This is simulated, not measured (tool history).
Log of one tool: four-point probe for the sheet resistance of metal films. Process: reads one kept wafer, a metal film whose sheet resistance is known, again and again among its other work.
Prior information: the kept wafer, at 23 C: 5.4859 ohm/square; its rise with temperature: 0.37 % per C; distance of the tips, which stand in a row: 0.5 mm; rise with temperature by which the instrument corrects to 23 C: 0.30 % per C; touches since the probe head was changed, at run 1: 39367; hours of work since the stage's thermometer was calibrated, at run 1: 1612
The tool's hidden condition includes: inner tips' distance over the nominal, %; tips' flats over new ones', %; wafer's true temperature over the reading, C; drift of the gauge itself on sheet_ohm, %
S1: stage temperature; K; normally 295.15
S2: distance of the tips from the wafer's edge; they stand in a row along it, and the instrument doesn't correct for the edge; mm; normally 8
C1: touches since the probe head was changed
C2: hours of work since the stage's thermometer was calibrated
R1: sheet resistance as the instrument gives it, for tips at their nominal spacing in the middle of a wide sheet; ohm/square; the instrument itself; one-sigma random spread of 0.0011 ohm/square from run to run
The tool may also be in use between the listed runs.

run,hour,S1,S2,C1,C2,R1
1,0,295.15,8,39367,1612,5.454983
2,51.5,295.15,8,40977,1650,5.453584
# hour 101.6: stage's thermometer calibrated
3,108.2,295.15,8,42733,5,5.460701
4,163.5,295.15,6,44463,46,5.468622
5,222.7,295.15,6,46312,89,5.465872
6,277.4,294.15,7,48021,129,5.457437
7,349.7,294.15,7,50282,182,5.455995
8,409.4,291.15,39,52150,226,5.429511
9,482.4,291.15,6,54431,280,5.448336
10,553.1,303.15,40,56639,332,5.473513

4 options for the next run, each taken on its own from the tool as it stands now. Forecast them:
A,604.7,295.15,7,58254,370,?
B,604.7,307.15,15,58254,370,?
C,604.7,304.15,40,58254,370,?
D,604.7,307.15,8,58254,370,?

run,R1
A,5.455707
B,5.48941
C,5.4782
D,5.499224
Without the tool's hidden state the same runs would have given:
run,R1
A,5.494885
B,5.528763
C,5.517491
D,5.538643
